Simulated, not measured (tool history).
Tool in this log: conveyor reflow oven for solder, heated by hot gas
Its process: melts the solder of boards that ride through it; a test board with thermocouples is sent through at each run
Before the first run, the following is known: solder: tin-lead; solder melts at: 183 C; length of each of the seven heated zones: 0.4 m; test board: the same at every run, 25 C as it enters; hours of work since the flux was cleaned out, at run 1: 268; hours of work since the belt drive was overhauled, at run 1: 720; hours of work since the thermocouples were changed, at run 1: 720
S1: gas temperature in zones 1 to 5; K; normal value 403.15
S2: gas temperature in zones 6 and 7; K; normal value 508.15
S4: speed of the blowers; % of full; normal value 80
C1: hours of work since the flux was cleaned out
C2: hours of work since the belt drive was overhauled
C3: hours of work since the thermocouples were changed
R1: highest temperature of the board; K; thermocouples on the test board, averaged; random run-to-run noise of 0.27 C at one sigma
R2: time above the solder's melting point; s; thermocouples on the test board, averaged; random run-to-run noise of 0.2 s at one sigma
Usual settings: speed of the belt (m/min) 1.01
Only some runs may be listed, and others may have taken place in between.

Run 1, day 0: usual settings; C1 268; C2 720; C3 720. Result: R1 494.35 K, R2 36.7 s.
Run 2, day 1.925: usual settings; C1 302; C2 754; C3 754. Result: R1 494.55 K, R2 36.6 s.
Run 3, day 3.733: usual settings; C1 334; C2 785; C3 785. Result: R1 494.55 K, R2 37.3 s.
Run 4, day 4.767: usual settings; C1 352; C2 804; C3 804. Result: R1 494.25 K, R2 37.1 s.
Run 5, day 6.229: usual settings; C1 377; C2 829; C3 829. Result: R1 494.65 K, R2 36.6 s.
Run 6, day 8.058: usual settings; C1 410; C2 861; C3 861. Result: R1 494.45 K, R2 37.1 s.
Run 7, day 9.054: usual settings but S2 502.15 K; C1 427; C2 879; C3 879. Result: R1 489.15 K, R2 34.4 s.
At day 9.688: flux residue cleaned out of gas plates and filters.
At day 9.854: belt drive overhauled, speed set with a stopwatch.
At day 10.096: thermocouples of zones 6 and 7 changed.
Run 8, day 11.604: usual settings but S2 502.15 K; C1 29; C2 29; C3 26. Result: R1 489.65 K, R2 35.2 s.
Run 9, day 12.617: usual settings but S2 502.15 K; C1 47; C2 47; C3 44. Result: R1 489.45 K, R2 35.4 s.
Run 10, day 13.783: usual settings but S2 503.15 K; C1 67; C2 67; C3 65. Result: R1 490.55 K, R2 35.8 s.
Run 11, day 14.629: usual settings but S2 503.15 K; C1 82; C2 82; C3 79. Result: R1 489.65 K, R2 35.5 s.
At day 15.95: belt drive overhauled, speed set with a stopwatch, once more.
Run 12, day 16: usual settings but S2 503.15 K; C1 103; C2 1; C3 100. Result: R1 488.75 K, R2 33.9 s.
Run 13, day 17.062: usual settings but S4 89 % of full; C1 122; C2 20; C3 119. Result: R1 495.35 K, R2 36.5 s.
Run 14, day 17.929: usual settings but S4 89 % of full; C1 137; C2 35; C3 134. Result: R1 495.05 K, R2 36.9 s.
Run 15, day 19.458: usual settings but S4 89 % of full; C1 164; C2 61; C3 161. Result: R1 494.95 K, R2 36.2 s.
Run 16, day 21.075: usual settings but S4 70 % of full; C1 192; C2 90; C3 189. Result: R1 490.65 K, R2 33.9 s.

What does the tool deliver on the next run?
Run 17, day 22.104: usual settings but S2 513.15 K, S4 76 % of full; C1 210; C2 108; C3 207. Result: R1 ?, R2 ?.

R1: 496.85 K
R2: 36.8 s
On a tool with no hidden condition, and with the same random variation, this run would have come out at R1 497.55 K, R2 37.1 s.
